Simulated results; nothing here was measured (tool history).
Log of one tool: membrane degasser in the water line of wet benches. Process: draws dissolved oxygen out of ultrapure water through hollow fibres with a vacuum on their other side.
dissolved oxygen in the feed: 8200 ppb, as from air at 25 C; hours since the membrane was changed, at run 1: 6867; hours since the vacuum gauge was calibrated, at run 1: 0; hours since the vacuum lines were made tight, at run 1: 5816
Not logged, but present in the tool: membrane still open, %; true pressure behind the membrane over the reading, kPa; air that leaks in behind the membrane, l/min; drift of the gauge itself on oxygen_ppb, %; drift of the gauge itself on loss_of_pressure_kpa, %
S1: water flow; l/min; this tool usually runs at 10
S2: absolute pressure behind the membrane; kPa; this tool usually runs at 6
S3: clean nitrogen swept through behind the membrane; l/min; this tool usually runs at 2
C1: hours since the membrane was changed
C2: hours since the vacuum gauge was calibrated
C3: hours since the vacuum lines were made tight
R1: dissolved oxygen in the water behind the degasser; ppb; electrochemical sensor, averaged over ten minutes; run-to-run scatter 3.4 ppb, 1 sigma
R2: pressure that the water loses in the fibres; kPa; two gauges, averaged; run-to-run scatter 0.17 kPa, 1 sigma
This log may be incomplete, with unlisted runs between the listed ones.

{"run": 1, "day": 0.0, "S1": 10, "S2": 6, "S3": 2, "C1": 6867, "C2": 0, "C3": 5816, "R1": 376.3, "R2": 55.91}
{"run": 2, "day": 6.275, "S1": 6, "S2": 6, "S3": 2, "C1": 7017, "C2": 151, "C3": 5967, "R1": 171, "R2": 33.66}
{"run": 3, "day": 12.729, "S1": 13, "S2": 6, "S3": 2, "C1": 7172, "C2": 306, "C3": 6122, "R1": 529.6, "R2": 73.57}
{"run": 4, "day": 20.233, "S1": 13, "S2": 4.65, "S3": 2, "C1": 7352, "C2": 486, "C3": 6302, "R1": 514.1, "R2": 73.54}
{"run": 5, "day": 29.329, "S1": 7, "S2": 6, "S3": 2, "C1": 7570, "C2": 704, "C3": 6520, "R1": 224.5, "R2": 39.43}
{"run": 6, "day": 36.792, "S1": 7, "S2": 6, "S3": 2, "C1": 7750, "C2": 883, "C3": 6700, "R1": 222.7, "R2": 39.42}
{"run": 7, "day": 43.0, "S1": 10, "S2": 13, "S3": 2, "C1": 7898, "C2": 1032, "C3": 6848, "R1": 457.2, "R2": 56.63}
{"day": 47.442, "done": "seals of the vacuum lines changed"}
{"run": 8, "day": 49.129, "S1": 10, "S2": 13, "S3": 2, "C1": 8044, "C2": 1177, "C3": 40, "R1": 457.7, "R2": 56.52}
{"run": 9, "day": 58.792, "S1": 10, "S2": 13, "S3": 2, "C1": 8276, "C2": 1409, "C3": 272, "R1": 458.3, "R2": 56.61}
{"run": 10, "day": 63.338, "S1": 10, "S2": 13, "S3": 2, "C1": 8385, "C2": 1518, "C3": 382, "R1": 451.3, "R2": 56.65}
{"run": 11, "day": 67.846, "S1": 10, "S2": 13, "S3": 2, "C1": 8493, "C2": 1626, "C3": 490, "R1": 460.1, "R2": 56.52}
{"run": 12, "day": 72.029, "S1": 10, "S2": 12.16, "S3": 2, "C1": 8593, "C2": 1727, "C3": 590, "R1": 451.5, "R2": 57.03}
{"run": 13, "day": 76.179, "S1": 10, "S2": 6, "S3": 3.77, "C1": 8693, "C2": 1826, "C3": 690, "R1": 369.2, "R2": 56.74}
{"run": 14, "day": 84.704, "S1": 10, "S2": 12.35, "S3": 3.77, "C1": 8897, "C2": 2031, "C3": 894, "R1": 408.7, "R2": 56.85}
{"run": 15, "day": 92.079, "S1": 10, "S2": 6, "S3": 2, "C1": 9074, "C2": 2208, "C3": 1071, "R1": 387.9, "R2": 57}
{"run": 16, "day": 99.208, "S1": 10, "S2": 6, "S3": 2, "C1": 9246, "C2": 2379, "C3": 1242, "R1": 385.3, "R2": 56.94}
{"run": 17, "day": 105.342, "S1": 8, "S2": 6, "S3": 2.21, "C1": 9393, "C2": 2526, "C3": 1390, "R1": 276.6, "R2": 45.6}
{"run": 18, "day": 111.783, "S1": 10, "S2": 6, "S3": 2, "C1": 9547, "C2": 2681, "C3": 1544, "R1": 383.2, "R2": 57.11}
{"run": 19, "day": 116.025, "S1": 10, "S2": 6, "S3": 2, "C1": 9649, "C2": 2783, "C3": 1646, "R1": 387.6, "R2": 56.91}
{"run": 20, "day": 125.188, "S1": 16, "S2": 14.95, "S3": 2, "C1": 9869, "C2": 3003, "C3": 1866, "R1": 851, "R2": 91.19}
{"run": 21, "day": 131.533, "S1": 16, "S2": 14.95, "S3": 2, "C1": 10021, "C2": 3155, "C3": 2018, "R1": 849.2, "R2": 91.42}
{"run": 22, "day": 137.779, "S1": 11, "S2": 3.92, "S3": 2.4, "C1": 10171, "C2": 3305, "C3": 2168, "R1": 413.9, "R2": 62.82}
{"run": 23, "day": 142.038, "S1": 7, "S2": 14.23, "S3": 4.28, "C1": 10273, "C2": 3407, "C3": 2270, "R1": 255.2, "R2": 39.94}
{"run": 24, "day": 147.958, "S1": 10, "S2": 5.26, "S3": 3.6, "C1": 10416, "C2": 3549, "C3": 2412, "R1": 379.2, "R2": 57.1}
{"run": 25, "day": 157.55, "S1": 9, "S2": 5.07, "S3": 4.12, "C1": 10646, "C2": 3779, "C3": 2643, "R1": 322.2, "R2": 51.54}
{"run": 26, "day": 162.321, "S1": 7, "S2": 5.31, "S3": 1.08, "C1": 10760, "C2": 3894, "C3": 2757, "R1": 240.7, "R2": 40.1}
{"run": 27, "day": 169.225, "S1": 9, "S2": 7.47, "S3": 1.95, "C1": 10926, "C2": 4059, "C3": 2923, "R1": 354.3, "R2": 51.95}
{"run": 28, "day": 178.942, "S1": 6, "S2": 9.22, "S3": 0.98, "C1": 11159, "C2": 4293, "C3": 3156, "R1": 253.6, "R2": 34.66}
{"run": 29, "day": 188.0, "S1": 6, "S2": 10.22, "S3": 1.34, "C1": 11377, "C2": 4510, "C3": 3373, "R1": 239.9, "R2": 34.5}
{"run": 30, "day": 192.167, "S1": 10, "S2": 9.36, "S3": 0.95, "C1": 11477, "C2": 4610, "C3": 3473, "R1": 507.6, "R2": 57.7}
{"run": 31, "day": 196.904, "S1": 10, "S2": 9.36, "S3": 0.95, "C1": 11590, "C2": 4724, "C3": 3587, "R1": 525, "R2": 57.81}

Table of differences, measured result less the result of that run with no hidden state. Run-to-run variation is the same in both. Gauge scatter possibly is not:
run=1 R1=+38.7 R2=+1.96
run=2 R1=+22.6 R2=+1.21
run=3 R1=+50.8 R2=+2.68
run=4 R1=+51.7 R2=+2.75
run=5 R1=+30 R2=+1.51
run=6 R1=+30.4 R2=+1.56
run=7 R1=+49.9 R2=+2.28
run=8 R1=+42.8 R2=+2.32
run=9 R1=+44.5 R2=+2.39
run=10 R1=+44.5 R2=+2.41
run=11 R1=+46.2 R2=+2.44
run=12 R1=+46.9 R2=+2.49
run=13 R1=+48 R2=+2.51
run=14 R1=+49.1 R2=+2.57
run=15 R1=+51.1 R2=+2.62
run=16 R1=+51.8 R2=+2.67
run=17 R1=+41.4 R2=+2.18
run=18 R1=+53.2 R2=+2.77
run=19 R1=+54.4 R2=+2.79
run=20 R1=+82.3 R2=+4.57
run=21 R1=+83.7 R2=+4.65
run=22 R1=+62.6 R2=+3.23
run=23 R1=+40 R2=+2.08
run=24 R1=+59.5 R2=+3.02
run=25 R1=+54.3 R2=+2.78
run=26 R1=+43.1 R2=+2.19
run=27 R1=+56.6 R2=+2.88
run=28 R1=+40.6 R2=+1.96
run=29 R1=+40.2 R2=+2
run=30 R1=+70.6 R2=+3.35
run=31 R1=+73.8 R2=+3.39

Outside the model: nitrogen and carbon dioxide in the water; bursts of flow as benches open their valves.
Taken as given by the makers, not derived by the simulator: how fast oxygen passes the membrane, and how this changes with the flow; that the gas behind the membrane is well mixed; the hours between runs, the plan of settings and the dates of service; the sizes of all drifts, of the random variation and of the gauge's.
